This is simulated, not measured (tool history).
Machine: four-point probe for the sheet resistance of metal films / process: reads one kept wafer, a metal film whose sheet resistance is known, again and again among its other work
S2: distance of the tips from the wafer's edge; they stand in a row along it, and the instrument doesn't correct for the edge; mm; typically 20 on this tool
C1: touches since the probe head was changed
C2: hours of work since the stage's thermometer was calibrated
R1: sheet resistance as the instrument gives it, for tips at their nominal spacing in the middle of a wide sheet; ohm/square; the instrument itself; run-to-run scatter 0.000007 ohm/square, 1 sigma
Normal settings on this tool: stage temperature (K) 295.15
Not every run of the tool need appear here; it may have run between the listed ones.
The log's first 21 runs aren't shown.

{"run": 22, "day": 11.096, "stage temperature (K)": 295.15, "S2": 7, "C1": 84691, "C2": 201, "R1": 0.035985}
{"run": 23, "day": 11.796, "stage temperature (K)": 295.15, "S2": 10, "C1": 85335, "C2": 210, "R1": 0.035809}
{"run": 24, "day": 12.338, "stage temperature (K)": 295.15, "S2": 10, "C1": 85834, "C2": 218, "R1": 0.035806}
{"run": 25, "day": 12.875, "stage temperature (K)": 302.15, "S2": 27, "C1": 86331, "C2": 225, "R1": 0.035392}
{"run": 26, "day": 13.367, "stage temperature (K)": 302.15, "S2": 27, "C1": 86784, "C2": 232, "R1": 0.035408}
{"run": 27, "day": 13.758, "stage temperature (K)": 302.15, "S2": 27, "C1": 87146, "C2": 237, "R1": 0.035393}
{"run": 28, "day": 14.358, "stage temperature (K)": 295.15, "S2": 28, "C1": 87701, "C2": 245, "R1": 0.035656}
{"run": 29, "day": 14.812, "stage temperature (K)": 308.15, "S2": 6, "C1": 88118, "C2": 252, "R1": 0.035693}
{"run": 30, "day": 15.575, "stage temperature (K)": 295.15, "S2": 30, "C1": 88821, "C2": 262, "R1": 0.035652}
{"day": 15.654, "done": "stage's thermometer calibrated"}
{"run": 31, "day": 16.371, "stage temperature (K)": 307.15, "S2": 4, "C1": 89538, "C2": 10, "R1": 0.036345}
{"run": 32, "day": 16.942, "stage temperature (K)": 296.15, "S2": 74, "C1": 90063, "C2": 18, "R1": 0.035606}
{"run": 33, "day": 17.312, "stage temperature (K)": 296.15, "S2": 20, "C1": 90404, "C2": 23, "R1": 0.035645}
{"run": 34, "day": 17.775, "stage temperature (K)": 306.15, "S2": 20, "C1": 90831, "C2": 29, "R1": 0.035287}
{"run": 35, "day": 18.4, "stage temperature (K)": 306.15, "S2": 20, "C1": 91409, "C2": 38, "R1": 0.035282}
{"run": 36, "day": 18.812, "stage temperature (K)": 306.15, "S2": 20, "C1": 91788, "C2": 43, "R1": 0.035285}
{"run": 37, "day": 19.308, "stage temperature (K)": 306.15, "S2": 20, "C1": 92246, "C2": 50, "R1": 0.035298}
{"run": 38, "day": 19.812, "stage temperature (K)": 306.15, "S2": 20, "C1": 92709, "C2": 57, "R1": 0.0353}
{"day": 20.067, "done": "new probe head fitted"}
{"day": 20.188, "done": "stage's thermometer calibrated, once more"}
{"run": 39, "day": 20.567, "stage temperature (K)": 306.15, "S2": 20, "C1": 442, "C2": 5, "R1": 0.034504}
{"run": 40, "day": 20.975, "stage temperature (K)": 306.15, "S2": 20, "C1": 821, "C2": 11, "R1": 0.034493}
{"run": 41, "day": 21.633, "stage temperature (K)": 294.15, "S2": 5, "C1": 1427, "C2": 20, "R1": 0.035602}
{"run": 42, "day": 22.021, "stage temperature (K)": 294.15, "S2": 5, "C1": 1785, "C2": 25, "R1": 0.03561}
{"run": 43, "day": 22.675, "stage temperature (K)": 294.15, "S2": 5, "C1": 2387, "C2": 34, "R1": 0.035607}
{"run": 44, "day": 23.271, "stage temperature (K)": 294.15, "S2": 5, "C1": 2935, "C2": 42, "R1": 0.035607}
{"run": 45, "day": 23.917, "stage temperature (K)": 296.15, "S2": 17, "C1": 3534, "C2": 51, "R1": 0.034869}

Below are 4 alternative next runs, each starting from the tool's condition after run 45. Predict each:
{"run": "A", "day": 24.288, "stage temperature (K)": 293.15, "S2": 17, "C1": 3874, "C2": 56, "R1": "?"}
{"run": "B", "day": 24.288, "stage temperature (K)": 291.15, "S2": 16, "C1": 3874, "C2": 56, "R1": "?"}
{"run": "C", "day": 24.288, "stage temperature (K)": 301.15, "S2": 4, "C1": 3874, "C2": 56, "R1": "?"}
{"run": "D", "day": 24.288, "stage temperature (K)": 298.15, "S2": 13, "C1": 3874, "C2": 56, "R1": "?"}

run=A R1=0.034983
run=B R1=0.035070
run=C R1=0.035766
run=D R1=0.034844
Without the tool's unlogged condition, the same runs would have read:
run=A R1=0.035173
run=B R1=0.035260
run=C R1=0.035960
run=D R1=0.035033

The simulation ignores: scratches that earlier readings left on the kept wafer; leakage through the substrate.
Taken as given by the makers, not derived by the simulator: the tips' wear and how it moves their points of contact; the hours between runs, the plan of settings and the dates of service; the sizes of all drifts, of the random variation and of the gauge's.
